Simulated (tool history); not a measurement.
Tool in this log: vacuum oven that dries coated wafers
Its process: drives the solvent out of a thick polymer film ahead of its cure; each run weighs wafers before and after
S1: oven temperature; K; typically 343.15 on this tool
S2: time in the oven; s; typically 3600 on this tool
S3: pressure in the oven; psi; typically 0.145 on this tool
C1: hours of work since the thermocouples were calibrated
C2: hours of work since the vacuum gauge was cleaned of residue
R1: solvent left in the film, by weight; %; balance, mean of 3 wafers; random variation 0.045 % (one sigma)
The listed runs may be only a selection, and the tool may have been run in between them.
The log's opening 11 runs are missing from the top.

Run 12, hour 184.5: usual settings; C1 735; C2 368. Result: R1 4.89 %.
Run 13, hour 201.9: usual settings; C1 742; C2 375. Result: R1 4.91 %.
Run 14, hour 222.3: usual settings but S1 337.15 K; C1 750; C2 384. Result: R1 7.66 %.
Run 15, hour 244.2: usual settings but S1 337.15 K; C1 759; C2 393. Result: R1 7.79 %.
Run 16, hour 254.1: usual settings but S1 337.15 K; C1 763; C2 397. Result: R1 7.84 %.
Run 17, hour 271.1: usual settings; C1 770; C2 404. Result: R1 4.83 %.
At hour 274.2: vacuum gauge cleaned of residue and calibrated.
Run 18, hour 283.9: usual settings; C1 775; C2 4. Result: R1 4.89 %.
Run 19, hour 300.9: usual settings; C1 782; C2 11. Result: R1 4.95 %.
At hour 319.4: oven's thermocouples calibrated.
Run 20, hour 321.5: usual settings; C1 1; C2 19. Result: R1 4.08 %.
Run 21, hour 331.5: usual settings but S1 347.15 K; C1 5; C2 23. Result: R1 2.72 %.
Run 22, hour 345.8: usual settings but S1 331.15 K; C1 11; C2 29. Result: R1 9.78 %.
Run 23, hour 357.4: usual settings but S1 342.15 K, S2 2460 s, S3 0.206 psi; C1 16; C2 33. Result: R1 7.38 %.
Run 24, hour 370.4: usual settings but S1 342.15 K, S2 2460 s, S3 0.206 psi; C1 21; C2 39. Result: R1 7.24 %.
At hour 378.7: vacuum gauge cleaned of residue and calibrated, once more.
Run 25, hour 386.0: usual settings but S1 351.15 K, S2 4320 s; C1 27; C2 3. Result: R1 0.97 %.
Run 26, hour 403.5: usual settings but S1 351.15 K, S2 3060 s; C1 34; C2 10. Result: R1 2.24 %.
Run 27, hour 415.0: usual settings but S2 3240 s; C1 39; C2 15. Result: R1 4.90 %.
Run 28, hour 427.0: usual settings but S2 3240 s, S3 0.199 psi; C1 43; C2 20. Result: R1 4.96 %.
Run 29, hour 441.7: usual settings but S2 3240 s, S3 0.199 psi; C1 50; C2 26. Result: R1 4.88 %.
Run 30, hour 463.6: usual settings but S2 4380 s; C1 59; C2 35. Result: R1 3.09 %.
Run 31, hour 483.8: usual settings but S2 3060 s, S3 0.474 psi; C1 67; C2 43. Result: R1 5.74 %.
Run 32, hour 500.8: usual settings but S1 328.15 K, S2 2460 s, S3 0.136 psi; C1 74; C2 50. Result: R1 13.28 %.
Run 33, hour 521.3: usual settings but S1 328.15 K, S2 2460 s, S3 0.136 psi; C1 82; C2 58. Result: R1 13.44 %.
Run 34, hour 531.5: usual settings but S1 334.15 K, S2 2340 s, S3 0.136 psi; C1 86; C2 63. Result: R1 11.09 %.
Run 35, hour 541.9: usual settings but S1 332.15 K, S2 2340 s, S3 0.136 psi; C1 91; C2 67. Result: R1 12.08 %.

Estimate the outcome of run 36 from the log above:
Run 36, hour 563.7: usual settings but S1 332.15 K, S2 1980 s, S3 0.471 psi; C1 100; C2 76. Result: R1 ?.

For run 36 the tool returned R1 13.34 %.
Were there no unlogged condition in the tool, this run, its random variation unchanged, would have produced R1 13.42 %.
